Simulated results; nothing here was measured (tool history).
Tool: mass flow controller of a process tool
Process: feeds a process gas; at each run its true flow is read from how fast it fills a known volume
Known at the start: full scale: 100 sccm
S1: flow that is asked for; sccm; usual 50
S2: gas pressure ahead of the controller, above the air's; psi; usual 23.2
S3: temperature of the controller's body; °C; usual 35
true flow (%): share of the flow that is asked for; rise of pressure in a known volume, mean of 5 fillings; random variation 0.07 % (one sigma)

run 1 hour=0 | S1=50 S2=23.2 S3=35 | true_flow_(%)=98.26
run 2 hour=143.6 | S1=50 S2=23.2 S3=35 | true_flow_(%)=98.17
run 3 hour=243.6 | S1=40 S2=23.2 S3=35 | true_flow_(%)=98.14
run 4 hour=331.7 | S1=40 S2=23.2 S3=35 | true_flow_(%)=98.18
run 5 hour=487.7 | S1=40 S2=23.2 S3=35 | true_flow_(%)=98.18
run 6 hour=589.6 | S1=40 S2=23.2 S3=35 | true_flow_(%)=98.2
run 7 hour=765.4 | S1=40 S2=23.2 S3=35 | true_flow_(%)=98.33
run 8 hour=914.2 | S1=50 S2=23.2 S3=35 | true_flow_(%)=98.68
run 9 hour=1001.3 | S1=50 S2=23.2 S3=25 | true_flow_(%)=99.53
run 10 hour=1084.1 | S1=50 S2=23.2 S3=25 | true_flow_(%)=99.5
run 11 hour=1178.6 | S1=50 S2=23.2 S3=25 | true_flow_(%)=99.45
run 12 hour=1294 | S1=50 S2=23.2 S3=25 | true_flow_(%)=99.45
run 13 hour=1446.2 | S1=50 S2=23.2 S3=25 | true_flow_(%)=99.63
run 14 hour=1602.9 | S1=39 S2=23.2 S3=35 | true_flow_(%)=98.72
run 15 hour=1680.7 | S1=39 S2=23.2 S3=35 | true_flow_(%)=98.77
run 16 hour=1765.3 | S1=39 S2=23.2 S3=35 | true_flow_(%)=98.85
run 17 hour=1896.8 | S1=50 S2=23.2 S3=35 | true_flow_(%)=99.18
run 18 hour=1968.6 | S1=50 S2=23.2 S3=35 | true_flow_(%)=99.27
run 19 hour=2107.4 | S1=50 S2=23.2 S3=35 | true_flow_(%)=99.16
run 20 hour=2264.6 | S1=30 S2=27.8 S3=24 | true_flow_(%)=99.7
run 21 hour=2374.4 | S1=30 S2=27.8 S3=24 | true_flow_(%)=99.76
run 22 hour=2487.9 | S1=30 S2=27.8 S3=24 | true_flow_(%)=99.89
run 23 hour=2647.1 | S1=60 S2=27.8 S3=24 | true_flow_(%)=100.51
run 24 hour=2730.8 | S1=50 S2=20.9 S3=29 | true_flow_(%)=100.02
run 25 hour=2873.3 | S1=38 S2=20.9 S3=30 | true_flow_(%)=99.79
run 26 hour=3016.7 | S1=50 S2=40.3 S3=33 | true_flow_(%)=100.36
run 27 hour=3122.9 | S1=50 S2=40.3 S3=30 | true_flow_(%)=100.63
run 28 hour=3235.9 | S1=12 S2=28.9 S3=30 | true_flow_(%)=99.6
run 29 hour=3308.7 | S1=31 S2=23.2 S3=23 | true_flow_(%)=100.31
run 30 hour=3403.8 | S1=50 S2=33.9 S3=23 | true_flow_(%)=100.95
run 31 hour=3536.9 | S1=50 S2=33.9 S3=23 | true_flow_(%)=101.08
run 32 hour=3700.2 | S1=50 S2=33.9 S3=23 | true_flow_(%)=101.21
run 33 hour=3806.2 | S1=32 S2=20.9 S3=28 | true_flow_(%)=100.29
run 34 hour=3879.8 | S1=59 S2=23.2 S3=35 | true_flow_(%)=100.47
run 35 hour=3997.8 | S1=59 S2=23.2 S3=35 | true_flow_(%)=100.64

5 ways to go on from here, each from the tool as it stands after run 35. What would each give?
run A hour=4143.8 | S1=19 S2=20.6 S3=37 | true_flow_(%)=?
run B hour=4143.8 | S1=14 S2=23.2 S3=26 | true_flow_(%)=?
run C hour=4143.8 | S1=33 S2=23.2 S3=35 | true_flow_(%)=?
run D hour=4143.8 | S1=50 S2=23.2 S3=33 | true_flow_(%)=?
run E hour=4143.8 | S1=50 S2=24.5 S3=35 | true_flow_(%)=?

run=A true_flow_(%)=99.36
run=B true_flow_(%)=100.27
run=C true_flow_(%)=99.94
run=D true_flow_(%)=100.49
run=E true_flow_(%)=100.22
Without the tool's hidden state the same runs would have given:
run=A true_flow_(%)=97.21
run=B true_flow_(%)=98.1
run=C true_flow_(%)=97.78
run=D true_flow_(%)=98.32
run=E true_flow_(%)=98.06

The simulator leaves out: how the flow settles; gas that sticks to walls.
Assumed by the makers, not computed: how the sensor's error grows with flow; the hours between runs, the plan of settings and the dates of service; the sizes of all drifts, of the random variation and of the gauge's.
